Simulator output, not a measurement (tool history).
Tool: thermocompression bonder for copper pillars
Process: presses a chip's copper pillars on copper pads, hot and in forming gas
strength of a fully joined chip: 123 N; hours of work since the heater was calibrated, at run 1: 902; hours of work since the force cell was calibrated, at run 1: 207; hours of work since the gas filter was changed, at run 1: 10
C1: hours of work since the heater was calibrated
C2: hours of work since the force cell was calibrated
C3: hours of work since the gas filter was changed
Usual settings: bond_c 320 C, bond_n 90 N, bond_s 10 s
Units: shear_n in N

Run 1, hour 0.0: usual settings; C1 902; C2 207; C3 10. Result: shear_n 56.4 N.
At hour 76.1: heater calibrated with a thermocouple chip.
Run 2, hour 95.8: usual settings; C1 9; C2 250; C3 53. Result: shear_n 62.5 N.
Run 3, hour 165.8: usual settings but bond_c 299 C; C1 42; C2 283; C3 86. Result: shear_n 47.9 N.
Run 4, hour 262.8: usual settings but bond_c 299 C; C1 87; C2 328; C3 131. Result: shear_n 48.0 N.
Run 5, hour 318.0: usual settings but bond_n 85 N; C1 112; C2 353; C3 156. Result: shear_n 59.3 N.
Run 6, hour 385.0: usual settings but bond_c 324 C; C1 143; C2 384; C3 188. Result: shear_n 62.3 N.
Run 7, hour 461.3: usual settings but bond_c 324 C; C1 179; C2 420; C3 223. Result: shear_n 62.4 N.
Run 8, hour 545.8: usual settings but bond_c 324 C; C1 218; C2 459; C3 262. Result: shear_n 62.7 N.
At hour 606.1: forming gas filter changed.
Run 9, hour 614.7: usual settings but bond_c 334 C; C1 250; C2 491; C3 4. Result: shear_n 72.1 N.
Run 10, hour 678.2: usual settings but bond_c 334 C; C1 279; C2 520; C3 33. Result: shear_n 71.2 N.
Run 11, hour 757.4: usual settings but bond_n 61 N; C1 316; C2 557; C3 70. Result: shear_n 44.6 N.
Run 12, hour 814.8: usual settings but bond_c 295 C, bond_n 91 N; C1 343; C2 584; C3 97. Result: shear_n 43.6 N.
Run 13, hour 874.7: usual settings but bond_c 295 C, bond_n 91 N; C1 371; C2 611; C3 125. Result: shear_n 41.9 N.
At hour 884.6: force cell calibrated.
Run 14, hour 945.7: usual settings but bond_c 295 C, bond_n 91 N; C1 403; C2 28; C3 157. Result: shear_n 40.4 N.
Run 15, hour 1046.9: usual settings but bond_c 331 C, bond_n 115 N; C1 450; C2 75; C3 204. Result: shear_n 75.1 N.
Run 16, hour 1124.0: usual settings but bond_n 74 N; C1 486; C2 111; C3 240. Result: shear_n 49.7 N.
Run 17, hour 1213.5: usual settings but bond_n 74 N, bond_s 14 s; C1 527; C2 153; C3 281. Result: shear_n 55.3 N.
At hour 1237.7: forming gas filter changed.
Run 18, hour 1275.7: usual settings but bond_c 315 C, bond_n 67 N, bond_s 25 s; C1 556; C2 181; C3 18. Result: shear_n 60.1 N.
Run 19, hour 1318.8: usual settings but bond_c 334 C, bond_n 58 N, bond_s 20 s; C1 576; C2 201; C3 38. Result: shear_n 62.1 N.
Run 20, hour 1387.3: usual settings but bond_c 334 C, bond_n 58 N, bond_s 20 s; C1 608; C2 233; C3 69. Result: shear_n 62.3 N.

Forecast each of these 4 alternatives for the next run:
At hour 1403.5: force cell calibrated, once more.
Run A, hour 1472.1: usual settings but bond_c 294 C, bond_n 58 N, bond_s 20 s; C1 646; C2 32; C3 108. Result: shear_n ?.
At hour 1403.5: force cell calibrated, once more.
Run B, hour 1472.1: usual settings but bond_c 334 C, bond_n 58 N, bond_s 7 s; C1 646; C2 32; C3 108. Result: shear_n ?.
At hour 1403.5: force cell calibrated, once more.
Run C, hour 1472.1: usual settings but bond_c 333 C, bond_n 58 N, bond_s 20 s; C1 646; C2 32; C3 108. Result: shear_n ?.
At hour 1403.5: force cell calibrated, once more.
Run D, hour 1472.1: usual settings but bond_c 301 C; C1 646; C2 32; C3 108. Result: shear_n ?.

run  shear_n
  A     38.7
  B     42.8
  C     64.0
  D     45.4
Without the tool's hidden state the same runs would have given:
run  shear_n
  A     44.7
  B     48.5
  C     71.3
  D     52.0

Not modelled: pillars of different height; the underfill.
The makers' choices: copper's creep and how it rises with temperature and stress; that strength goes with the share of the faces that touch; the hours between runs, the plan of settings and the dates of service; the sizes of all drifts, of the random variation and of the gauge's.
